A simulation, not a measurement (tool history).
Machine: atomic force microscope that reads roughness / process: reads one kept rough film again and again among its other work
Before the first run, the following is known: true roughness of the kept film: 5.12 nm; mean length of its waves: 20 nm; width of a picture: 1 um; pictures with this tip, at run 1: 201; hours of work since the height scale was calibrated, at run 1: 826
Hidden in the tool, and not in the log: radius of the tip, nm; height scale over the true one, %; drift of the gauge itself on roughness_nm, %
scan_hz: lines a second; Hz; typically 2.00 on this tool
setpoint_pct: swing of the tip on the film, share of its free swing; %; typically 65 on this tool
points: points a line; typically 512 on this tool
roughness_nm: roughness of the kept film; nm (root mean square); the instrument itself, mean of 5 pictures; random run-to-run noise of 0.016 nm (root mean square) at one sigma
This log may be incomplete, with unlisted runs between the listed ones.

| run | day | scan_hz | setpoint_pct | points | pictures with this tip | hours of work since the height scale was calibrated | roughness_nm |
|---|---|---|---|---|---|---|---|
| 1 | 0.000 | 2.00 | 65 | 512 | 201 | 826 | 3.731 |
|  | 0.792 | new tip fitted |
| 2 | 1.858 | 2.00 | 65 | 434 | 18 | 847 | 3.788 |
| 3 | 3.625 | 2.00 | 65 | 434 | 49 | 866 | 3.796 |
| 4 | 5.958 | 2.00 | 65 | 434 | 89 | 892 | 3.794 |
| 5 | 8.362 | 2.00 | 65 | 434 | 130 | 919 | 3.724 |
| 6 | 11.550 | 2.00 | 65 | 434 | 184 | 955 | 3.770 |
|  | 13.221 | new tip fitted |
| 7 | 13.538 | 2.00 | 68 | 512 | 5 | 977 | 3.714 |
| 8 | 15.079 | 0.61 | 65 | 512 | 31 | 994 | 3.974 |
| 9 | 18.121 | 2.00 | 65 | 512 | 83 | 1028 | 3.794 |
| 10 | 20.725 | 2.00 | 56 | 512 | 128 | 1057 | 3.895 |
| 11 | 23.229 | 2.00 | 65 | 512 | 171 | 1085 | 3.778 |
| 12 | 24.583 | 2.00 | 65 | 731 | 194 | 1101 | 3.804 |
|  | 25.592 | new tip fitted |
| 13 | 27.025 | 2.00 | 65 | 344 | 24 | 1128 | 3.759 |
| 14 | 29.396 | 2.00 | 65 | 512 | 65 | 1154 | 3.794 |
| 15 | 32.000 | 2.87 | 65 | 512 | 109 | 1183 | 3.671 |
| 16 | 35.258 | 2.87 | 65 | 512 | 165 | 1220 | 3.656 |
| 17 | 36.704 | 1.45 | 81 | 990 | 190 | 1236 | 3.630 |
|  | 38.025 | new tip fitted |
| 18 | 39.300 | 1.45 | 81 | 990 | 22 | 1265 | 3.609 |
| 19 | 40.758 | 1.45 | 81 | 990 | 47 | 1281 | 3.626 |
| 20 | 42.950 | 2.99 | 61 | 283 | 85 | 1306 | 3.653 |
| 21 | 44.783 | 2.99 | 61 | 283 | 116 | 1326 | 3.645 |
| 22 | 47.117 | 1.99 | 61 | 283 | 156 | 1352 | 3.785 |
| 23 | 49.300 | 1.99 | 61 | 283 | 193 | 1377 | 3.742 |
|  | 50.367 | new tip fitted |
| 24 | 50.938 | 1.99 | 61 | 283 | 10 | 1395 | 3.744 |
| 25 | 54.142 | 3.43 | 63 | 795 | 65 | 1431 | 3.679 |
| 26 | 55.946 | 3.43 | 63 | 795 | 95 | 1451 | 3.681 |
| 27 | 57.675 | 2.48 | 64 | 619 | 125 | 1470 | 3.771 |
| 28 | 59.729 | 2.48 | 66 | 872 | 160 | 1493 | 3.714 |
|  | 62.762 | new tip fitted |
| 29 | 62.992 | 1.67 | 55 | 653 | 4 | 1529 | 3.918 |
| 30 | 65.721 | 1.44 | 65 | 514 | 50 | 1560 | 3.839 |

3 ways to go on from here, each from the tool as it stands after run 30. What would each give?
| A | 68.817 | 0.61 | 65 | 331 | 103 | 1594 | ? |
| B | 68.817 | 0.66 | 65 | 384 | 103 | 1594 | ? |
| C | 68.817 | 0.87 | 58 | 508 | 103 | 1594 | ? |

| run | roughness_nm |
|---|---|
| A | 3.911 |
| B | 3.939 |
| C | 3.974 |
What these runs would have given with no unlogged condition in the tool:
| run | roughness_nm |
|---|---|
| A | 3.922 |
| B | 3.949 |
| C | 3.985 |
